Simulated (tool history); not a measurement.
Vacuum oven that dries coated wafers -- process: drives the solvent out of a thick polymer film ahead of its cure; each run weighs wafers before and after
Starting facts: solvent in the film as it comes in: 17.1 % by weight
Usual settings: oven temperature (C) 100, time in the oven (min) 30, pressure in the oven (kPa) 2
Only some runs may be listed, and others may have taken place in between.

| run | hour | oven temperature (C) | time in the oven (min) | pressure in the oven (kPa) | solvent left in the film (%) |
|---|---|---|---|---|---|
| 1 | 0 | 100 | 30 | 2 | 2.6 |
| 2 | 38.2 | 100 | 30 | 2 | 2.61 |
| 3 | 58.3 | 100 | 30 | 2 | 2.66 |
| 4 | 87.7 | 100 | 30 | 2 | 2.7 |
|  | 96.5 | oven's thermocouples calibrated |
| 5 | 122.7 | 100 | 30 | 2 | 2.59 |
| 6 | 157.8 | 100 | 30 | 2 | 2.51 |
| 7 | 179.3 | 100 | 38 | 2 | 2.32 |
| 8 | 199.5 | 97 | 30 | 2 | 3.18 |
| 9 | 237.1 | 97 | 30 | 2 | 3.28 |
| 10 | 254.3 | 97 | 30 | 2 | 3.22 |
| 11 | 285.7 | 95 | 37 | 5.68 | 7.19 |
| 12 | 303.1 | 95 | 37 | 5.68 | 7.14 |

Forecast run 13:
| 13 | 334.6 | 95 | 37 | 5.68 | ? |

solvent left in the film (%): 7.2
Minus the tool's unlogged condition, the same run would have read solvent left in the film (%) 6.99.
